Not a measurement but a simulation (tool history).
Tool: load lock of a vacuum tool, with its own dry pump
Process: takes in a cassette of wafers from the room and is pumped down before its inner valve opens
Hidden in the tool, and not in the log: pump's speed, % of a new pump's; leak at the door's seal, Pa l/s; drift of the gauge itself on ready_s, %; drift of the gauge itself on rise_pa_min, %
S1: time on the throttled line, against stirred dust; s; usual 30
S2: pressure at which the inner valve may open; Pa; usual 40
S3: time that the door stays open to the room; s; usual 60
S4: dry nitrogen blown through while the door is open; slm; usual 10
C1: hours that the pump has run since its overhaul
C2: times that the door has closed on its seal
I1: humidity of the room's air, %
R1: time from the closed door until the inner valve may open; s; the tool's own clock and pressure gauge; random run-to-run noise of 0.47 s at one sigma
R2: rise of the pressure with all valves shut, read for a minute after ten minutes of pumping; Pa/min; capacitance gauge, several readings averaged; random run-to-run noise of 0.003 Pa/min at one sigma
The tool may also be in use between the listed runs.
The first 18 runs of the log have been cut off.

Run 19, day 198.038: usual settings; C1 12612; C2 20292; I1 46.1. Result: R1 60.9 s, R2 0.05 Pa/min.
At day 209.954: dry pump taken out, an overhauled one fitted.
Run 20, day 212.154: usual settings but S2 37 Pa; C1 53; C2 20803; I1 47.7. Result: R1 62.2 s, R2 0.049 Pa/min.
Run 21, day 221.058: usual settings but S1 19 s, S2 37 Pa, S3 195 s, S4 6 slm; C1 267; C2 21131; I1 45.5. Result: R1 52.7 s, R2 0.092 Pa/min.
Run 22, day 236.975: usual settings but S1 19 s, S2 37 Pa, S3 195 s, S4 6 slm; C1 648; C2 21716; I1 46.9. Result: R1 53 s, R2 0.102 Pa/min.
Run 23, day 251.133: usual settings but S1 19 s, S2 37 Pa, S3 195 s, S4 6 slm; C1 988; C2 22237; I1 47.3. Result: R1 53.5 s, R2 0.096 Pa/min.
Run 24, day 259.688: usual settings but S4 22 slm; C1 1194; C2 22552; I1 42.9. Result: R1 61.5 s, R2 0.034 Pa/min.
Run 25, day 269.921: usual settings but S1 41 s, S4 11 slm; C1 1439; C2 22929; I1 45.1. Result: R1 69.5 s, R2 0.051 Pa/min.
Run 26, day 278.583: usual settings but S1 35 s, S2 44 Pa, S4 11 slm; C1 1647; C2 23248; I1 44.6. Result: R1 65.1 s, R2 0.049 Pa/min.
Run 27, day 290.354: usual settings but S2 55 Pa; C1 1930; C2 23681; I1 45.3. Result: R1 59.1 s, R2 0.048 Pa/min.
Run 28, day 297.4: usual settings but S2 34 Pa, S3 68 s, S4 38 slm; C1 2099; C2 23940; I1 47.7. Result: R1 62.6 s, R2 0.036 Pa/min.
Run 29, day 311.233: usual settings but S2 77 Pa, S3 33 s, S4 15 slm; C1 2431; C2 24449; I1 42.3. Result: R1 57.8 s, R2 0.026 Pa/min.
Run 30, day 318.321: usual settings but S1 18 s, S2 77 Pa, S3 118 s, S4 6 slm; C1 2601; C2 24710; I1 47.1. Result: R1 48 s, R2 0.076 Pa/min.
Run 31, day 330.633: usual settings but S2 65 Pa; C1 2896; C2 25163; I1 46.2. Result: R1 58.9 s, R2 0.051 Pa/min.
Run 32, day 344.933: usual settings but S2 46 Pa; C1 3240; C2 25689; I1 42.9. Result: R1 61.3 s, R2 0.042 Pa/min.
Run 33, day 355.458: usual settings but S2 46 Pa; C1 3492; C2 26077; I1 47.3. Result: R1 60.3 s, R2 0.05 Pa/min.
Run 34, day 372.262: usual settings but S1 19 s, S2 46 Pa, S3 190 s; C1 3895; C2 26695; I1 48. Result: R1 52.5 s, R2 0.092 Pa/min.
Run 35, day 384.292: usual settings but S4 25 slm; C1 4184; C2 27138; I1 43.8. Result: R1 62 s, R2 0.035 Pa/min.
Run 36, day 394.833: usual settings but S4 25 slm; C1 4437; C2 27526; I1 46.9. Result: R1 61.2 s, R2 0.039 Pa/min.
Run 37, day 410.621: usual settings but S1 41 s; C1 4816; C2 28107; I1 44.1. Result: R1 69.9 s, R2 0.044 Pa/min.
Run 38, day 423.6: usual settings but S1 15 s, S2 37 Pa, S4 28 slm; C1 5128; C2 28584; I1 44.5. Result: R1 49.9 s, R2 0.035 Pa/min.

Consider 3 possible next runs. They are alternatives, not a sequence: every one starts from the tool as it was left by run 38. What does each give?
Run A, day 431.017: usual settings but S1 29 s, S2 69 Pa, S4 20 slm; C1 5306; C2 28857; I1 43.4. Result: R1 ?, R2 ?.
Run B, day 431.017: usual settings but S1 54 s, S2 57 Pa, S3 28 s; C1 5306; C2 28857; I1 46.2. Result: R1 ?, R2 ?.
Run C, day 431.017: usual settings but S2 42 Pa; C1 5306; C2 28857; I1 44.5. Result: R1 ?, R2 ?.

run    R1     R2
  A  57.3  0.038
  B  77.4  0.034
  C  60.9  0.049
Without the tool's hidden state the same runs would have given:
run    R1     R2
  A  57.3  0.037
  B  77.4  0.034
  C  60.9  0.049
